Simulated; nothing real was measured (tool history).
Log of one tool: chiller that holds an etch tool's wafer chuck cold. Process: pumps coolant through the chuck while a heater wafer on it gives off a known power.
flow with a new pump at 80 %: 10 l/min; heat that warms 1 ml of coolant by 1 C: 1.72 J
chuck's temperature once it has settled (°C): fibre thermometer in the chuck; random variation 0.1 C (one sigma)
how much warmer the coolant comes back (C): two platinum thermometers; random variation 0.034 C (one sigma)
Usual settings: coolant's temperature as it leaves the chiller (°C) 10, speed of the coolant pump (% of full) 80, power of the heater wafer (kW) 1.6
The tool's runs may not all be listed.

| run | hour | coolant's temperature as it leaves the chiller (°C) | speed of the coolant pump (% of full) | power of the heater wafer (kW) | chuck's temperature once it has settled (°C) | how much warmer the coolant comes back (C) |
|---|---|---|---|---|---|---|
| 1 | 0 | 10 | 80 | 1.6 | 27.7 | 5.88 |
| 2 | 70.1 | 10 | 80 | 1.6 | 27.9 | 5.87 |
| 3 | 136.1 | 6 | 80 | 1.6 | 24.1 | 5.88 |
| 4 | 183.3 | 10 | 80 | 1.6 | 27.9 | 5.9 |
| 5 | 275.1 | 10 | 80 | 1.102 | 22.1 | 4.15 |
| 6 | 354.8 | 16 | 80 | 1.102 | 28.5 | 4.04 |
| 7 | 398.7 | 16 | 80 | 1.102 | 28.3 | 4.14 |
| 8 | 457.4 | 10 | 62 | 1.6 | 33.2 | 7.99 |
| 9 | 523.5 | 10 | 62 | 1.6 | 33.4 | 7.94 |
| 10 | 574.6 | 14 | 80 | 1.6 | 32.5 | 5.94 |
| 11 | 671.1 | 10 | 67 | 1.6 | 31.9 | 7.34 |
| 12 | 733.8 | 10 | 80 | 1.6 | 28.6 | 6.01 |
| 13 | 804 | 10 | 75 | 1.6 | 29.9 | 6.44 |
| 14 | 851.5 | 10 | 75 | 1.6 | 30.2 | 6.53 |
| 15 | 939.7 | 10 | 80 | 0.953 | 21.3 | 3.58 |
| 16 | 994.1 | 10 | 80 | 0.953 | 21.3 | 3.66 |
|  | 1038.2 | chiller's thermometer calibrated |
| 17 | 1038.2 | 10 | 79 | 1.07 | 23.1 | 4.14 |
| 18 | 1088.1 | 10 | 99 | 2.231 | 32.4 | 6.66 |
| 19 | 1177.4 | 11 | 63 | 1.774 | 38.3 | 8.88 |
| 20 | 1224.3 | 10 | 80 | 0.857 | 20.5 | 3.29 |
|  | 1271.3 | coolant changed, channels flushed |
| 21 | 1300.7 | 10 | 80 | 0.857 | 18.8 | 3.25 |
| 22 | 1389.4 | 3 | 85 | 1.519 | 17.6 | 5.32 |
| 23 | 1450.6 | 10 | 88 | 2.329 | 32 | 8.06 |
| 24 | 1511.5 | 14 | 80 | 1.56 | 30.3 | 6 |
| 25 | 1568.8 | 13 | 70 | 1.6 | 31.6 | 7.13 |
| 26 | 1666.5 | 19 | 97 | 1.6 | 33 | 4.92 |
| 27 | 1732.5 | 19 | 97 | 1.6 | 33.1 | 4.96 |
| 28 | 1784.7 | 19 | 84 | 1.634 | 35.4 | 6.01 |
| 29 | 1871.5 | 19 | 84 | 1.634 | 35.5 | 6.02 |
| 30 | 1921.5 | 10 | 80 | 2.119 | 32.3 | 8.13 |
| 31 | 1978.6 | 15 | 80 | 2.119 | 37.4 | 8.23 |
| 32 | 2071.9 | 5 | 90 | 1.094 | 15.5 | 3.66 |

Some steps in chuck's temperature once it has settled (°C) between neighbouring runs. How much of each would the tool show without its hidden state too (settings, what came in, random variation), and how much is left for the hidden state, with any gauge scatter that isn't in both results?
The hidden state here: heat passed by the chuck's channels, % of clean ones'; flow at a given pump speed, % of a new pump's; coolant's true temperature over the reading, C; drift of the gauge itself on chuck_c, C; drift of the gauge itself on warmer_back_c, C.
Run 7 -> 8: coolant's temperature as it leaves the chiller (°C) 16 -> 10, speed of the coolant pump (% of full) 80 -> 62, power of the heater wafer (kW) 1.102 -> 1.6. chuck's temperature once it has settled (°C) +4.9: hidden state +2, all else +2.9.
Run 17 -> 18: speed of the coolant pump (% of full) 79 -> 99, power of the heater wafer (kW) 1.07 -> 2.231. chuck's temperature once it has settled (°C) +9.3: hidden state +2.2, all else +7.1.
Run 19 -> 20: coolant's temperature as it leaves the chiller (°C) 11 -> 10, speed of the coolant pump (% of full) 63 -> 80, power of the heater wafer (kW) 1.774 -> 0.857. chuck's temperature once it has settled (°C) -17.8: hidden state -3.9, all else -13.9.
Run 22 -> 23: coolant's temperature as it leaves the chiller (°C) 3 -> 10, speed of the coolant pump (% of full) 85 -> 88, power of the heater wafer (kW) 1.519 -> 2.329. chuck's temperature once it has settled (°C) +14.4: hidden state +0.7, all else +13.7.
Run 31 -> 32: coolant's temperature as it leaves the chiller (°C) 15 -> 5, speed of the coolant pump (% of full) 80 -> 90, power of the heater wafer (kW) 2.119 -> 1.094. chuck's temperature once it has settled (°C) -21.9: hidden state -1.3, all else -20.6.
